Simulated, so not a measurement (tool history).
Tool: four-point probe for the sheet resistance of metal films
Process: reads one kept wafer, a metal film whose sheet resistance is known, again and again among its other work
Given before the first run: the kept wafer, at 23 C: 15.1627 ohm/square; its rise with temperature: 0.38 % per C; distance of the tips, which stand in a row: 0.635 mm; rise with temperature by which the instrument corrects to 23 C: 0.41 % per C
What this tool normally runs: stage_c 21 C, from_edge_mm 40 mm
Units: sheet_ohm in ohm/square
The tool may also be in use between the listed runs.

| run | hour | stage_c | from_edge_mm | sheet_ohm |
|---|---|---|---|---|
| 1 | 0.0 | 21 | 40 | 15.179887 |
| 2 | 16.6 | 21 | 40 | 15.173248 |
| 3 | 28.7 | 21 | 62 | 15.171262 |
| 4 | 39.5 | 21 | 62 | 15.178883 |
| 5 | 48.7 | 21 | 62 | 15.170817 |
| 6 | 63.9 | 21 | 62 | 15.176252 |
| 7 | 71.3 | 21 | 70 | 15.174794 |
| 8 | 86.3 | 21 | 70 | 15.173460 |
| 9 | 93.6 | 21 | 17 | 15.181956 |
| 10 | 102.2 | 21 | 4 | 15.379023 |
| 11 | 110.8 | 21 | 4 | 15.379528 |
| 12 | 125.8 | 21 | 4 | 15.372391 |
| 13 | 140.6 | 21 | 4 | 15.376483 |
| 14 | 150.5 | 21 | 27 | 15.178114 |
| 15 | 161.9 | 21 | 27 | 15.176191 |
| 16 | 178.6 | 21 | 27 | 15.176822 |
| 17 | 186.3 | 21 | 37 | 15.176611 |
| 18 | 203.6 | 19 | 12 | 15.201987 |
| 19 | 211.2 | 30 | 40 | 15.134166 |
| 20 | 223.6 | 23 | 55 | 15.165942 |
| 21 | 231.8 | 23 | 55 | 15.167543 |
| 22 | 241.8 | 23 | 40 | 15.157306 |
| 23 | 251.1 | 23 | 40 | 15.163914 |
| 24 | 258.8 | 21 | 26 | 15.174317 |
| 25 | 275.5 | 34 | 40 | 15.108591 |
| 26 | 289.7 | 26 | 35 | 15.148273 |
| 27 | 302.2 | 33 | 40 | 15.115071 |
| 28 | 311.9 | 33 | 40 | 15.116532 |
| 29 | 327.6 | 20 | 6 | 15.267886 |
| 30 | 335.1 | 21 | 5 | 15.301236 |

Predict each of these 5 candidate next runs independently; none follows another, all start after run 30:
| A | 352.2 | 34 | 5 | ? |
| B | 352.2 | 22 | 5 | ? |
| C | 352.2 | 21 | 61 | ? |
| D | 352.2 | 21 | 17 | ? |
| E | 352.2 | 19 | 5 | ? |

| run | sheet_ohm |
|---|---|
| A | 15.239391 |
| B | 15.298795 |
| C | 15.173994 |
| D | 15.187923 |
| E | 15.319916 |
Without the tool's hidden state the same runs would have given:
| run | sheet_ohm |
|---|---|
| A | 15.239160 |
| B | 15.298553 |
| C | 15.173753 |
| D | 15.187682 |
| E | 15.319671 |

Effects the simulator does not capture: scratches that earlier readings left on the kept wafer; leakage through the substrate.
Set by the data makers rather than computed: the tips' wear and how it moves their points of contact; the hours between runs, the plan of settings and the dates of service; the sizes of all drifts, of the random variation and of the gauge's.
